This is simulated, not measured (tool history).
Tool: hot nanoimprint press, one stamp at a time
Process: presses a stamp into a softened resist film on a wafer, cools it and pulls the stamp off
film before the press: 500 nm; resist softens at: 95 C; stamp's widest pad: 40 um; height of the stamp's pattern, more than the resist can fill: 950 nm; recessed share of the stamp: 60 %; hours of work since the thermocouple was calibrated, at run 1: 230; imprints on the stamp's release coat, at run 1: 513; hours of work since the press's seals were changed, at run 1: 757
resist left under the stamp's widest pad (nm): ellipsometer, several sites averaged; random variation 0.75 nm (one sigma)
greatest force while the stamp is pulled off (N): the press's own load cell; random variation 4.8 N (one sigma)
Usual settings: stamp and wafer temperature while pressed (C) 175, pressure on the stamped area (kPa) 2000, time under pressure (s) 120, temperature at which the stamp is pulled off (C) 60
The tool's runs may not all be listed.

run    hour  stamp and wafer temperature while pressed (C)  pressure on the stamped area (kPa)  time under pressure (s)  temperature at which the stamp is pulled off (C)  hours of work since the thermocouple was calibrated  imprints on the stamp's release coat  hours of work since the press's seals were changed  resist left under the stamp's widest pad (nm)  greatest force while the stamp is pulled off (N)
  1     0.0                                            175                                2000                      120                                                60                                                  230                                   513                                                 757                                          253.5                                               258
       53.5  -- plate thermocouple calibrated
  2    60.8                                            175                                2000                      120                                                60                                                    6                                   805                                                 802                                          252.5                                               274
      101.8  -- stamp cleaned and given a new release coat
  3   120.5                                            175                                2060                      120                                                60                                                   47                                    94                                                 844                                          250.0                                               237
  4   168.4                                            175                                2000                      120                                                60                                                   85                                   336                                                 881                                          255.2                                               249
  5   197.4                                            175                                2000                      120                                                60                                                  107                                   482                                                 903                                          255.2                                               268
      237.5  -- press's hydraulic seals changed and the load cell set to zero
  6   270.3                                            175                                2000                      120                                                60                                                  158                                   809                                                  25                                          253.2                                               274
      312.8  -- stamp cleaned and given a new release coat
  7   312.8                                            175                                2000                      120                                                60                                                  186                                     0                                                  54                                          252.3                                               238
  8   347.3                                            175                                2000                      120                                                60                                                  213                                   174                                                  81                                          255.2                                               239
  9   406.4                                            175                                2000                      120                                                60                                                  259                                   472                                                 127                                          254.9                                               250
      421.0  -- plate thermocouple calibrated
 10   449.4                                            175                                2000                      120                                                60                                                   22                                   674                                                 158                                          251.8                                               262
      516.3  -- stamp cleaned and given a new release coat
 11   517.7                                            175                                2000                      120                                                60                                                   71                                     7                                                 206                                          251.4                                               235
 12   579.2                                            175                                2000                      120                                                60                                                  118                                   317                                                 254                                          252.9                                               256
 13   632.2                                            175                                2000                      120                                                60                                                  160                                   584                                                 295                                          253.4                                               270
 14   668.8                                            175                                1300                      120                                                60                                                  188                                   768                                                 324                                          300.9                                               268
      719.0  -- stamp cleaned and given a new release coat
 15   724.0                                            175                                1300                      120                                                60                                                  226                                    25                                                 362                                          303.9                                               247
 16   770.3                                            175                                1830                       75                                                60                                                  262                                   258                                                 398                                          305.6                                               244
      778.8  -- plate thermocouple calibrated
 17   837.7                                            185                                1470                       75                                                60                                                   46                                   583                                                 448                                          254.3                                               251
 18   870.3                                            185                                3200                      130                                                60                                                   71                                   748                                                 473                                          140.8                                               266
      922.1  -- stamp cleaned and given a new release coat
 19   942.8                                            185                                3200                      130                                                60                                                  123                                   104                                                 525                                          141.6                                               237
 20   972.5                                            185                                1950                       76                                                60                                                  146                                   253                                                 548                                          224.6                                               243
 21  1005.3                                            185                                1950                       76                                                60                                                  172                                   419                                                 574                                          223.9                                               255
 22  1071.6                                            185                                1430                      136                                                62                                                  223                                   753                                                 625                                          210.7                                               259
 23  1108.0                                            175                                2000                      120                                                51                                                  251                                   937                                                 654                                          254.1                                               340
     1123.3  -- stamp cleaned and given a new release coat
     1135.7  -- plate thermocouple calibrated
 24  1172.3                                            180                                2000                      122                                                60                                                   28                                   232                                                 697                                          212.6                                               239
 25  1208.1                                            187                                2900                      120                                                60                                                   56                                   413                                                 725                                          143.8                                               252
 26  1270.2                                            175                                1760                      120                                                47                                                  105                                   725                                                 773                                          263.8                                               351
 27  1310.1                                            175                                2000                      205                                                60                                                  136                                   927                                                 804                                          206.5                                               275
     1326.3  -- stamp cleaned and given a new release coat
 28  1348.3                                            175                                2000                      205                                                60                                                  161                                   111                                                 829                                          206.1                                               237
 29  1383.1                                            175                                2000                      205                                                60                                                  188                                   287                                                 856                                          207.5                                               246

Forecast each of these 4 alternatives for the next run:
  A  1426.3                                            174                                2000                      120                                                60                                                  221                                   504                                                 890                                              ?                                                 ?
  B  1426.3                                            173                                2000                      174                                                68                                                  221                                   504                                                 890                                              ?                                                 ?
  C  1426.3                                            175                                2000                      120                                                49                                                  221                                   504                                                 890                                              ?                                                 ?
  D  1426.3                                            175                                1540                       76                                                55                                                  221                                   504                                                 890                                              ?                                                 ?

run  resist left under the stamp's widest pad (nm)  greatest force while the stamp is pulled off (N)
  A                                          260.7                                               257
  B                                          236.3                                               209
  C                                          251.7                                               322
  D                                          320.9                                               302
Without the tool's hidden state the same runs would have given:
run  resist left under the stamp's widest pad (nm)  greatest force while the stamp is pulled off (N)
  A                                          257.8                                               231
  B                                          233.5                                               188
  C                                          248.9                                               289
  D                                          318.5                                               272
